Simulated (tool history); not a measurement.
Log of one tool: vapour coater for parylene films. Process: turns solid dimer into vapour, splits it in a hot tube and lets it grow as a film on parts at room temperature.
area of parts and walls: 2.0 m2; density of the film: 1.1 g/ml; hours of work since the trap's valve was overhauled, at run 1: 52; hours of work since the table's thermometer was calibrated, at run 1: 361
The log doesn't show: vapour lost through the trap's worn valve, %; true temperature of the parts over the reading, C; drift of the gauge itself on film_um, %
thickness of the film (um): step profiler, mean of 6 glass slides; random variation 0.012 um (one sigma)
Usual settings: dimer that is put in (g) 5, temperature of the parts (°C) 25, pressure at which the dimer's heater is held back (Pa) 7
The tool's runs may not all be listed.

run     day  dimer that is put in (g)  temperature of the parts (°C)  pressure at which the dimer's heater is held back (Pa)  hours of work since the trap's valve was overhauled  hours of work since the table's thermometer was calibrated  thickness of the film (um)
  1       0                         5                             25                                                       7                                                   52                                                         361                        1.18
  2   0.483                         6                             25                                                       7                                                   58                                                         367                        1.41
  3   0.817                         6                             25                                                       7                                                   62                                                         371                         1.4
  4   1.167                         6                             25                                                       7                                                   67                                                         376                        1.39
  5   1.471                         6                             25                                                       7                                                   71                                                         380                         1.4
  6   1.838                         6                             25                                                       7                                                   76                                                         384                        1.41
  7   2.533                         6                             25                                                       7                                                   85                                                         393                         1.4
  8   2.862                         6                             25                                                    5.63                                                   89                                                         398                        1.44
  9   3.404                         6                             25                                                    5.63                                                   96                                                         405                        1.43
 10   3.854                         5                             25                                                       7                                                  102                                                         411                        1.18
 11   4.233                         5                             25                                                       7                                                  107                                                         415                        1.17
 12   4.888                         5                             25                                                       7                                                  115                                                         424                        1.18
 13   5.417                         4                             25                                                       7                                                  122                                                         431                        0.95
 14   5.846                         4                             25                                                       7                                                  128                                                         436                        0.94
 15   6.162                         5                             29                                                       7                                                  132                                                         440                        1.06
 16   6.717                         5                             21                                                    3.32                                                  139                                                         448                        1.41
 17   7.433                         9                             23                                                       7                                                  148                                                         457                        2.17
 18   8.171                         9                             23                                                       7                                                  158                                                         466                        2.21
 19   8.533                         2                             20                                                    3.65                                                  163                                                         471                        0.54
 20   9.138                         5                             35                                                    5.88                                                  170                                                         479                        0.95
 21   9.442                         6                             37                                                    5.88                                                  174                                                         483                        1.07
 22   9.746                         5                             19                                                    9.07                                                  178                                                         487                        1.31
 23  10.104                         5                             23                                                   11.07                                                  183                                                         492                        1.16
 24  10.775                         5                             25                                                    7.65                                                  192                                                         500                        1.14
 25  11.379                         5                             19                                                       7                                                  199                                                         508                        1.36
 26  11.725                         2                             22                                                    5.57                                                  204                                                         513                        0.51

Forecast each of these 5 alternatives for the next run:
  A  12.3                         2                             22                                                     4.3                                                  211                                                         520                           ?
  B  12.3                         2                             36                                                    4.55                                                  211                                                         520                           ?
  C  12.3                         6                             29                                                    2.05                                                  211                                                         520                           ?
  D  12.3                         5                             26                                                    3.51                                                  211                                                         520                           ?
  E  12.3                         3                             22                                                    2.12                                                  211                                                         520                           ?

run  thickness of the film (um)
  A                        0.53
  B                        0.38
  C                        1.44
  D                         1.2
  E                        0.86
Without the tool's hidden state the same runs would have given:
run  thickness of the film (um)
  A                        0.54
  B                        0.38
  C                        1.44
  D                        1.21
  E                        0.86
